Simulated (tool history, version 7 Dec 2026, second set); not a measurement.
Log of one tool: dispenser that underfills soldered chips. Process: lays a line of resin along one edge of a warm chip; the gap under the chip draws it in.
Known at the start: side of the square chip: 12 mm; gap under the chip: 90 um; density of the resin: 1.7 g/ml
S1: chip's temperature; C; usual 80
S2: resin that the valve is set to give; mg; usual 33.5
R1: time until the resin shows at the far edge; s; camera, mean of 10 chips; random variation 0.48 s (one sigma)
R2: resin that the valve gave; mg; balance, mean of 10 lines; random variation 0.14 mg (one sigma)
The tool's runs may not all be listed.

run 1 hour=0.0 | S1=80 S2=33.5 | R1=35.1 R2=33.08
run 2 hour=7.0 | S1=80 S2=33.5 | R1=42.3 R2=33.06
-- hour=13.8 new syringe of resin
run 3 hour=19.7 | S1=91 S2=33.5 | R1=23.0 R2=32.77
-- hour=26.9 new syringe of resin
run 4 hour=26.9 | S1=91 S2=33.5 | R1=20.3 R2=32.84
run 5 hour=39.1 | S1=91 S2=41.1 | R1=26.9 R2=40.14
-- hour=40.1 new syringe of resin
run 6 hour=47.6 | S1=91 S2=41.1 | R1=24.4 R2=40.25
-- hour=53.4 new syringe of resin
run 7 hour=56.0 | S1=90 S2=33.5 | R1=22.9 R2=32.61
run 8 hour=62.9 | S1=80 S2=33.5 | R1=44.0 R2=32.54
-- hour=66.8 new syringe of resin
run 9 hour=69.7 | S1=80 S2=33.5 | R1=38.3 R2=32.29
-- hour=80.8 new syringe of resin
run 10 hour=83.4 | S1=80 S2=33.5 | R1=37.0 R2=32.41
-- hour=94.0 new syringe of resin
run 11 hour=96.4 | S1=80 S2=39.9 | R1=35.8 R2=38.19
-- hour=107.1 new syringe of resin
run 12 hour=108.2 | S1=80 S2=36.2 | R1=35.0 R2=34.58
run 13 hour=114.3 | S1=80 S2=36.2 | R1=41.1 R2=34.33
-- hour=121.1 new syringe of resin
run 14 hour=125.2 | S1=80 S2=33.5 | R1=38.1 R2=31.94
-- hour=134.3 new syringe of resin
run 15 hour=137.3 | S1=80 S2=33.5 | R1=37.1 R2=32.03
-- hour=147.4 new syringe of resin
run 16 hour=147.4 | S1=80 S2=34.0 | R1=34.0 R2=32.03
-- hour=152.6 dispensing valve cleaned and set on the balance
run 17 hour=156.6 | S1=80 S2=33.5 | R1=41.7 R2=33.09
-- hour=162.2 new syringe of resin
run 18 hour=166.0 | S1=80 S2=33.5 | R1=38.8 R2=33.24
run 19 hour=173.6 | S1=80 S2=33.5 | R1=45.5 R2=33.01
-- hour=176.0 new syringe of resin
run 20 hour=181.2 | S1=80 S2=33.5 | R1=39.0 R2=33.08
-- hour=189.5 new syringe of resin
run 21 hour=194.9 | S1=80 S2=33.5 | R1=38.8 R2=33.17
run 22 hour=201.7 | S1=78 S2=29.9 | R1=51.2 R2=29.51
-- hour=203.3 new syringe of resin
run 23 hour=210.9 | S1=87 S2=38.3 | R1=29.0 R2=37.24
-- hour=217.2 new syringe of resin
run 24 hour=222.0 | S1=87 S2=38.3 | R1=27.2 R2=37.45
-- hour=230.5 new syringe of resin
run 25 hour=235.6 | S1=80 S2=31.3 | R1=38.7 R2=30.34
-- hour=243.4 new syringe of resin
run 26 hour=243.4 | S1=70 S2=37.5 | R1=58.7 R2=36.53
run 27 hour=254.0 | S1=81 S2=37.7 | R1=41.5 R2=36.52
-- hour=257.1 new syringe of resin
run 28 hour=264.1 | S1=87 S2=29.5 | R1=29.7 R2=28.47
-- hour=270.8 new syringe of resin
run 29 hour=276.5 | S1=66 S2=33.6 | R1=83.8 R2=32.50
-- hour=284.7 new syringe of resin
run 30 hour=286.8 | S1=66 S2=33.6 | R1=76.1 R2=32.28
run 31 hour=294.4 | S1=92 S2=30.6 | R1=24.4 R2=29.16
-- hour=298.0 new syringe of resin
run 32 hour=305.9 | S1=92 S2=30.6 | R1=22.3 R2=28.95
-- hour=311.8 new syringe of resin
run 33 hour=318.7 | S1=81 S2=29.6 | R1=38.2 R2=28.05
-- hour=325.1 new syringe of resin
run 34 hour=327.0 | S1=81 S2=29.6 | R1=34.2 R2=27.98
-- hour=338.3 new syringe of resin
run 35 hour=339.2 | S1=85 S2=29.4 | R1=27.6 R2=27.72

3 ways to go on from here, each from the tool as it stands after run 35. What would each give?
-- hour=344.2 dispensing valve cleaned and set on the balance
-- hour=352.8 new syringe of resin
run A hour=353.5 | S1=90 S2=30.5 | R1=? R2=?
-- hour=344.2 dispensing valve cleaned and set on the balance
-- hour=352.8 new syringe of resin
run B hour=353.5 | S1=80 S2=42.5 | R1=? R2=?
-- hour=344.2 dispensing valve cleaned and set on the balance
-- hour=352.8 new syringe of resin
run C hour=353.5 | S1=65 S2=32.7 | R1=? R2=?

run=A R1=20.8 R2=30.20
run=B R1=33.3 R2=41.82
run=C R1=77.3 R2=32.42
Without the tool's hidden state the same runs would have given:
run=A R1=22.6 R2=30.35
run=B R1=36.4 R2=42.03
run=C R1=85.3 R2=32.59
